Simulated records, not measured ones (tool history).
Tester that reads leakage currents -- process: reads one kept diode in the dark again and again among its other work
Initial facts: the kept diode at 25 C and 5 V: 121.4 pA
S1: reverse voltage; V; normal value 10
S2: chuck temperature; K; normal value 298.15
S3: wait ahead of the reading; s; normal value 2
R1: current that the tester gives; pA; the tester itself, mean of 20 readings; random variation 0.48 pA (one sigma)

run,hour,S1,S2,S3,R1
1,0,10,298.15,2,159.01
2,108.7,10,298.15,2,158.85
3,204.6,10,298.15,2,158.72
4,311,10,298.15,2,158.23
5,464.7,10,298.15,2,158.6
6,546.6,10,298.15,2,158.55
7,643.7,10,298.15,1.54,158.11
8,769.4,10,298.15,2,159.09
9,843.9,10,298.15,2,158.06
10,957.3,12.7,298.15,2,174.36
11,1115.4,17.2,298.15,2,194.43
12,1278.5,17.2,298.15,2,194.29
13,1352.6,17.2,298.15,2,196.65
# hour 1442.4: tester calibrated
14,1451.9,10,298.15,1.23,159.33
15,1539.5,10,298.15,1.23,159.24
16,1678.7,10,298.15,1.23,159.16
17,1822.2,10,298.15,1.23,159.94
18,1976.8,10,298.15,1.23,159.82
# hour 2118.2: chuck's temperature calibrated
19,2139.9,10,298.15,1.77,160.23
# hour 2150.4: probe card cleaned and baked
20,2250.7,10,298.15,1.77,159.91
21,2349.6,9.4,324.15,1.77,1126.78
22,2440.2,8,312.15,3.82,440.73
23,2597.2,8,312.15,3.82,438.45
24,2686.7,1.1,312.15,2.53,211.05
25,2857.5,9.6,298.15,4.3,155.74
26,2971.3,18.5,299.15,1.96,218.26
27,3047.7,18.5,312.15,1.5,602.12
28,3211.3,18.5,312.15,1.5,600.89
29,3300.4,18.5,312.15,1.5,603.75
30,3430.8,4,313.15,1.34,367.28
31,3510.5,4,313.15,1.34,366.83
32,3680.4,6.3,330.15,0.4,1471.14
33,3824.5,6.3,330.15,0.4,1474.39
34,3929.2,3.6,309.15,8.49,261.25
35,4091.8,3.6,300.15,3.98,126.76
36,4172,9.1,316.15,6.77,620.76
# hour 4244.9: chuck's temperature calibrated
37,4330,9.1,316.15,6.77,622.26
38,4445.8,7.2,308.15,3.95,311.34
39,4515.4,8.7,300.15,3.95,177.33
40,4672.5,10.8,315.15,2,615.31

Predict each of these 3 candidate next runs independently; none follows another, all start after run 40:
# hour 4808.1: tester calibrated
A,4810.3,10,320.15,2,?
# hour 4808.1: tester calibrated
B,4810.3,2.2,297.15,2.87,?
# hour 4808.1: tester calibrated
C,4810.3,13.4,318.15,2,?

run,R1
A,864.06
B,82.7
C,838.27
Had the tool no hidden state, the same runs would have come out as:
run,R1
A,863.69
B,82.64
C,837.84
